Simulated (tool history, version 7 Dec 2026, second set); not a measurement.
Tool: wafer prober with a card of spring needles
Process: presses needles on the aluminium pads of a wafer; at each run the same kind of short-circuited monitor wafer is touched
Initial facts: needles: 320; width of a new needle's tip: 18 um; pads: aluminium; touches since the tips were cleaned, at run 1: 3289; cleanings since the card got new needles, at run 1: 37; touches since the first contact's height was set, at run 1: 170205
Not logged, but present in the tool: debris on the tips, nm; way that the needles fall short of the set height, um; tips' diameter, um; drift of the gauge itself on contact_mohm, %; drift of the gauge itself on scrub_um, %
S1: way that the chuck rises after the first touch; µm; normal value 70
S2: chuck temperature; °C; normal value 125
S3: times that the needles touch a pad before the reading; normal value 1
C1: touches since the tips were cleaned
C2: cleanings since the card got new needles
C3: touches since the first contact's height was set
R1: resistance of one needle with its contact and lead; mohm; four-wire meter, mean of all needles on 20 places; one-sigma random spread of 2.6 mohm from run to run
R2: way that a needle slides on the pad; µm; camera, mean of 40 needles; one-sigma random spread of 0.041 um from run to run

| run | hour | S1 | S2 | S3 | C1 | C2 | C3 | R1 | R2 |
|---|---|---|---|---|---|---|---|---|---|
| 1 | 0 | 70 | 125 | 1 | 3289 | 37 | 170205 | 378 | 9.52 |
|  | 0.9 | tips cleaned on abrasive film |
|  | 6.5 | tips cleaned on abrasive film |
| 2 | 6.5 | 70 | 125 | 1 | 0 | 39 | 174528 | 312 | 9.5 |
|  | 12.2 | tips cleaned on abrasive film |
| 3 | 14.4 | 70 | 41 | 1 | 1496 | 40 | 179888 | 322 | 9.43 |
|  | 17.9 | tips cleaned on abrasive film |
| 4 | 18.5 | 70 | 41 | 1 | 426 | 41 | 182655 | 296 | 9.48 |
|  | 23.4 | tips cleaned on abrasive film |
| 5 | 24.5 | 70 | 41 | 1 | 704 | 42 | 186677 | 298 | 9.36 |
|  | 29.6 | tips cleaned on abrasive film |
| 6 | 33.2 | 70 | 41 | 1 | 2451 | 43 | 192588 | 340 | 9.39 |
|  | 35.4 | tips cleaned on abrasive film |
| 7 | 40.5 | 70 | 125 | 1 | 3492 | 44 | 197559 | 381 | 9.36 |
|  | 41.2 | tips cleaned on abrasive film |
|  | 46.9 | tips cleaned on abrasive film |
| 8 | 49.7 | 70 | 125 | 1 | 1941 | 46 | 203767 | 355 | 9.29 |
|  | 53.3 | tips cleaned on abrasive film |
| 9 | 58.6 | 70 | 125 | 1 | 3648 | 47 | 209818 | 392 | 9.33 |
|  | 59.1 | tips cleaned on abrasive film |
|  | 65 | tips cleaned on abrasive film |
| 10 | 67 | 70 | 125 | 1 | 1353 | 49 | 215416 | 344 | 9.35 |
|  | 68.5 | height of the first contact set anew |
|  | 71.4 | tips cleaned on abrasive film |
| 11 | 76.7 | 70 | 125 | 1 | 3627 | 50 | 5554 | 370 | 10.14 |
|  | 77.2 | tips cleaned on abrasive film |
|  | 82.8 | tips cleaned on abrasive film |
| 12 | 83.1 | 70 | 125 | 1 | 153 | 52 | 9806 | 309 | 10.04 |
|  | 88.9 | tips cleaned on abrasive film |
| 13 | 91.6 | 70 | 125 | 1 | 1877 | 53 | 15601 | 347 | 10.05 |
|  | 94.4 | tips cleaned on abrasive film |
| 14 | 96.6 | 70 | 33 | 1 | 1481 | 54 | 18951 | 316 | 10.02 |
|  | 100.6 | tips cleaned on abrasive film |
| 15 | 103.3 | 70 | 33 | 1 | 1890 | 55 | 23528 | 318 | 9.96 |
|  | 106.2 | tips cleaned on abrasive film |
|  | 112 | tips cleaned on abrasive film |
| 16 | 113.2 | 70 | 125 | 3 | 822 | 57 | 30158 | 314 | 9.97 |
|  | 117.7 | tips cleaned on abrasive film |
|  | 123.2 | tips cleaned on abrasive film |
| 17 | 123.2 | 70 | 114 | 2 | 0 | 59 | 36923 | 303 | 9.96 |
|  | 129.4 | tips cleaned on abrasive film |
| 18 | 130.6 | 56 | 25 | 1 | 787 | 60 | 41923 | 324 | 7.94 |
|  | 135.2 | tips cleaned on abrasive film |
| 19 | 138.1 | 56 | 25 | 2 | 2017 | 61 | 47046 | 334 | 7.89 |
|  | 141.1 | tips cleaned on abrasive film |
| 20 | 142.7 | 56 | 25 | 2 | 1117 | 62 | 50118 | 321 | 7.88 |
|  | 146.8 | tips cleaned on abrasive film |
| 21 | 151 | 56 | 25 | 2 | 2943 | 63 | 55785 | 353 | 7.86 |
|  | 152.7 | tips cleaned on abrasive film |
|  | 158.3 | tips cleaned on abrasive film |
| 22 | 158.3 | 56 | 25 | 2 | 0 | 65 | 60610 | 289 | 7.75 |
|  | 164 | tips cleaned on abrasive film |
| 23 | 164.3 | 56 | 25 | 2 | 169 | 66 | 64677 | 294 | 7.84 |
|  | 170 | tips cleaned on abrasive film |
| 24 | 173.1 | 56 | 67 | 2 | 2128 | 67 | 70677 | 351 | 7.81 |
|  | 176 | tips cleaned on abrasive film |
| 25 | 181.3 | 56 | 67 | 2 | 3676 | 68 | 76279 | 374 | 7.76 |
|  | 182.2 | tips cleaned on abrasive film |
|  | 188 | tips cleaned on abrasive film |
| 26 | 189 | 87 | 34 | 2 | 660 | 70 | 81403 | 281 | 12.17 |
|  | 193.8 | tips cleaned on abrasive film |
| 27 | 195.9 | 70 | 90 | 1 | 1469 | 71 | 86084 | 334 | 9.7 |
|  | 199.5 | tips cleaned on abrasive film |
| 28 | 200.6 | 54 | 125 | 2 | 751 | 72 | 89256 | 338 | 7.4 |
| 29 | 204.9 | 74 | 106 | 1 | 3699 | 72 | 92204 | 367 | 10.31 |
|  | 205.9 | tips cleaned on abrasive film |
|  | 211.9 | tips cleaned on abrasive film |
| 30 | 213.9 | 74 | 106 | 1 | 1369 | 74 | 98221 | 336 | 10.29 |
|  | 218 | tips cleaned on abrasive film |
| 31 | 218.7 | 74 | 104 | 1 | 469 | 75 | 101460 | 309 | 10.25 |
|  | 223.5 | tips cleaned on abrasive film |
| 32 | 227 | 70 | 53 | 1 | 2399 | 76 | 107127 | 353 | 9.67 |

Branching from run 32: 4 alternative next runs. What would each branch give?
|  | 229.6 | tips cleaned on abrasive film |
| A | 232 | 63 | 53 | 1 | 1687 | 77 | 110496 | ? | ? |
|  | 229.6 | tips cleaned on abrasive film |
| B | 232 | 53 | 104 | 1 | 1687 | 77 | 110496 | ? | ? |
|  | 229.6 | tips cleaned on abrasive film |
| C | 232 | 87 | 53 | 2 | 1687 | 77 | 110496 | ? | ? |
|  | 229.6 | tips cleaned on abrasive film |
| D | 232 | 57 | 80 | 2 | 1687 | 77 | 110496 | ? | ? |

| run | R1 | R2 |
|---|---|---|
| A | 349 | 8.67 |
| B | 391 | 7.18 |
| C | 296 | 12.11 |
| D | 349 | 7.8 |
Stripped of hidden state, with their random variation kept, the same runs would have yielded:
| run | R1 | R2 |
|---|---|---|
| A | 281 | 9.12 |
| B | 301 | 7.64 |
| C | 273 | 12.56 |
| D | 298 | 8.25 |

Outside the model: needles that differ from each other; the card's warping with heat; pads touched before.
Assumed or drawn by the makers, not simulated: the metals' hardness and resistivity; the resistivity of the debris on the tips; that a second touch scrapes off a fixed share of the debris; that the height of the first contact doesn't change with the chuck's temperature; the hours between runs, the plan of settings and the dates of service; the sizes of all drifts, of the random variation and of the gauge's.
